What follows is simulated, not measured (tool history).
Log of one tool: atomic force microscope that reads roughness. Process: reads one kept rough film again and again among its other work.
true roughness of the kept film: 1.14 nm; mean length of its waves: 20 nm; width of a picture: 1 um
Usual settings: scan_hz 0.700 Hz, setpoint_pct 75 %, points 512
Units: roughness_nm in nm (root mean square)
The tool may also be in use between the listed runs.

Run 1, hour 0.0: usual settings. Result: roughness_nm 0.996 nm (root mean square).
Run 2, hour 11.5: usual settings but scan_hz 1.920 Hz. Result: roughness_nm 0.915 nm (root mean square).
Run 3, hour 19.0: usual settings but scan_hz 1.920 Hz. Result: roughness_nm 0.930 nm (root mean square).
Run 4, hour 26.1: usual settings but setpoint_pct 57 %. Result: roughness_nm 1.013 nm (root mean square).
Run 5, hour 33.4: usual settings but setpoint_pct 57 %. Result: roughness_nm 0.999 nm (root mean square).
Run 6, hour 44.0: usual settings but setpoint_pct 68 %. Result: roughness_nm 0.986 nm (root mean square).
Run 7, hour 55.8: usual settings but setpoint_pct 68 %. Result: roughness_nm 0.970 nm (root mean square).
Run 8, hour 64.8: usual settings. Result: roughness_nm 0.955 nm (root mean square).
Run 9, hour 74.9: usual settings but scan_hz 3.187 Hz. Result: roughness_nm 0.826 nm (root mean square).
Run 10, hour 83.4: usual settings but scan_hz 1.521 Hz, setpoint_pct 60 %. Result: roughness_nm 0.960 nm (root mean square).
Run 11, hour 93.4: usual settings but scan_hz 1.521 Hz, setpoint_pct 76 %, points 454. Result: roughness_nm 0.889 nm (root mean square).
Run 12, hour 99.0: usual settings but scan_hz 1.521 Hz, setpoint_pct 76 %, points 454. Result: roughness_nm 0.885 nm (root mean square).
Run 13, hour 107.2: usual settings but scan_hz 2.892 Hz, setpoint_pct 88 %, points 663. Result: roughness_nm 0.727 nm (root mean square).
Run 14, hour 116.1: usual settings but scan_hz 1.249 Hz, setpoint_pct 79 %, points 663. Result: roughness_nm 0.881 nm (root mean square).
Run 15, hour 123.6: usual settings but scan_hz 3.462 Hz, setpoint_pct 58 %, points 331. Result: roughness_nm 0.895 nm (root mean square).
Run 16, hour 130.1: usual settings but scan_hz 0.510 Hz, setpoint_pct 62 %, points 637. Result: roughness_nm 0.940 nm (root mean square).
Run 17, hour 135.0: usual settings but scan_hz 0.510 Hz, setpoint_pct 62 %, points 637. Result: roughness_nm 0.944 nm (root mean square).

Forecast each of these 5 alternatives for the next run:
Run A, hour 143.6: usual settings but setpoint_pct 85 %. Result: roughness_nm ?.
Run B, hour 143.6: usual settings but scan_hz 0.730 Hz, setpoint_pct 62 %, points 678. Result: roughness_nm ?.
Run C, hour 143.6: usual settings but scan_hz 0.670 Hz, points 760. Result: roughness_nm ?.
Run D, hour 143.6: usual settings but scan_hz 0.607 Hz, setpoint_pct 70 %, points 579. Result: roughness_nm ?.
Run E, hour 143.6: usual settings but scan_hz 3.794 Hz, setpoint_pct 69 %, points 973. Result: roughness_nm ?.

run  roughness_nm
  A         0.883
  B         0.925
  C         0.923
  D         0.931
  E         0.813
Without the tool's hidden state the same runs would have given:
run  roughness_nm
  A         0.991
  B         1.039
  C         1.036
  D         1.044
  E         0.913

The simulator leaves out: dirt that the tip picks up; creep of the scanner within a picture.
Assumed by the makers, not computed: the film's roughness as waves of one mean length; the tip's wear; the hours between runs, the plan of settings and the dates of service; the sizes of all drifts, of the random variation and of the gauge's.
